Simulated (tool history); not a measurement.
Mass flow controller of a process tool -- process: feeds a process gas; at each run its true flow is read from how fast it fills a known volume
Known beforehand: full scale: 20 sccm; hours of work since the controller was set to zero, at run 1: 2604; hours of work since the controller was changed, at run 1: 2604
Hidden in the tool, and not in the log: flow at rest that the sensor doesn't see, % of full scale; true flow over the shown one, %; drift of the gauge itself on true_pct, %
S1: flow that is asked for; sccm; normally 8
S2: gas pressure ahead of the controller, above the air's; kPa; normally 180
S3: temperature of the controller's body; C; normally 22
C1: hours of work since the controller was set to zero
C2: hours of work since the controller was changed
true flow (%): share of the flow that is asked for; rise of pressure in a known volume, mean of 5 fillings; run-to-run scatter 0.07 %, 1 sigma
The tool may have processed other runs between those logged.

run 1 hour=0 | S1=8 S2=180 S3=22 | C1=2604 C2=2604 | true_flow_(%)=101.02
run 2 hour=153.4 | S1=8 S2=180 S3=22 | C1=2720 C2=2720 | true_flow_(%)=101.15
run 3 hour=227.5 | S1=11 S2=180 S3=22 | C1=2775 C2=2775 | true_flow_(%)=101.02
run 4 hour=395.3 | S1=11 S2=180 S3=22 | C1=2902 C2=2902 | true_flow_(%)=101.07
run 5 hour=556.4 | S1=8 S2=180 S3=21 | C1=3023 C2=3023 | true_flow_(%)=101.35
run 6 hour=670.4 | S1=8 S2=266 S3=21 | C1=3109 C2=3109 | true_flow_(%)=102.15
run 7 hour=818.7 | S1=8 S2=266 S3=21 | C1=3220 C2=3220 | true_flow_(%)=102.3
run 8 hour=981.6 | S1=8 S2=266 S3=21 | C1=3343 C2=3343 | true_flow_(%)=102.27
run 9 hour=1154.9 | S1=8 S2=266 S3=21 | C1=3473 C2=3473 | true_flow_(%)=102.58
run 10 hour=1260.3 | S1=8 S2=266 S3=21 | C1=3552 C2=3552 | true_flow_(%)=102.61
run 11 hour=1429.6 | S1=8 S2=180 S3=22 | C1=3680 C2=3680 | true_flow_(%)=102.19
run 12 hour=1606.8 | S1=8 S2=234 S3=22 | C1=3813 C2=3813 | true_flow_(%)=102.74
run 13 hour=1690.9 | S1=8 S2=234 S3=22 | C1=3876 C2=3876 | true_flow_(%)=102.73
run 14 hour=1772.5 | S1=2 S2=234 S3=22 | C1=3938 C2=3938 | true_flow_(%)=111.73
run 15 hour=1872.5 | S1=2 S2=234 S3=22 | C1=4013 C2=4013 | true_flow_(%)=111.96
run 16 hour=1998.2 | S1=8 S2=180 S3=22 | C1=4107 C2=4107 | true_flow_(%)=102.56
run 17 hour=2154.9 | S1=8 S2=180 S3=22 | C1=4225 C2=4225 | true_flow_(%)=102.59
run 18 hour=2318 | S1=8 S2=180 S3=22 | C1=4348 C2=4348 | true_flow_(%)=102.74
run 19 hour=2493.7 | S1=8 S2=194 S3=22 | C1=4480 C2=4480 | true_flow_(%)=103.2
run 20 hour=2620.5 | S1=8 S2=194 S3=22 | C1=4575 C2=4575 | true_flow_(%)=103.22
run 21 hour=2726.9 | S1=8 S2=180 S3=22 | C1=4655 C2=4655 | true_flow_(%)=103.28
-- hour=2822 controller's zero set anew
run 22 hour=2866.1 | S1=8 S2=180 S3=38 | C1=33 C2=4760 | true_flow_(%)=100.93
run 23 hour=3020.3 | S1=8 S2=225 S3=22 | C1=149 C2=4876 | true_flow_(%)=100.02
run 24 hour=3173.4 | S1=8 S2=225 S3=22 | C1=264 C2=4991 | true_flow_(%)=100.19
run 25 hour=3304.3 | S1=8 S2=274 S3=25 | C1=363 C2=5089 | true_flow_(%)=100.97
run 26 hour=3477.3 | S1=14 S2=239 S3=36 | C1=493 C2=5219 | true_flow_(%)=102.04
run 27 hour=3559.7 | S1=14 S2=239 S3=36 | C1=555 C2=5281 | true_flow_(%)=101.9
run 28 hour=3654.9 | S1=14 S2=163 S3=29 | C1=626 C2=5353 | true_flow_(%)=100.89
run 29 hour=3795.4 | S1=8 S2=180 S3=37 | C1=732 C2=5459 | true_flow_(%)=101.54
run 30 hour=3893.3 | S1=10 S2=159 S3=26 | C1=806 C2=5532 | true_flow_(%)=100.69
run 31 hour=3972 | S1=6 S2=180 S3=22 | C1=865 C2=5591 | true_flow_(%)=100.37
run 32 hour=4053.6 | S1=6 S2=180 S3=22 | C1=926 C2=5653 | true_flow_(%)=100.6
run 33 hour=4135.5 | S1=8 S2=180 S3=38 | C1=988 C2=5714 | true_flow_(%)=101.92
run 34 hour=4213.7 | S1=4 S2=180 S3=26 | C1=1047 C2=5773 | true_flow_(%)=101.34
run 35 hour=4348.3 | S1=11 S2=180 S3=29 | C1=1148 C2=5874 | true_flow_(%)=101.28
run 36 hour=4461.7 | S1=11 S2=180 S3=29 | C1=1233 C2=5960 | true_flow_(%)=101.31
run 37 hour=4627.9 | S1=11 S2=180 S3=29 | C1=1358 C2=6085 | true_flow_(%)=101.45
run 38 hour=4758.1 | S1=11 S2=180 S3=29 | C1=1456 C2=6183 | true_flow_(%)=101.53
run 39 hour=4842.7 | S1=11 S2=180 S3=29 | C1=1520 C2=6246 | true_flow_(%)=101.6
run 40 hour=4917.8 | S1=3 S2=180 S3=31 | C1=1576 C2=6303 | true_flow_(%)=103.53
run 41 hour=5086.6 | S1=3 S2=180 S3=31 | C1=1703 C2=6430 | true_flow_(%)=103.96
run 42 hour=5175.3 | S1=3 S2=180 S3=31 | C1=1770 C2=6497 | true_flow_(%)=103.99

Run 43, settings as shown, results not yet in. Your forecast:
run 43 hour=5247.1 | S1=6 S2=147 S3=22 | C1=1824 C2=6551 | true_flow_(%)=?

true flow (%): 101.45
Were there no unlogged condition in the tool, this run, its random variation unchanged, would have produced true flow (%) 98.21.

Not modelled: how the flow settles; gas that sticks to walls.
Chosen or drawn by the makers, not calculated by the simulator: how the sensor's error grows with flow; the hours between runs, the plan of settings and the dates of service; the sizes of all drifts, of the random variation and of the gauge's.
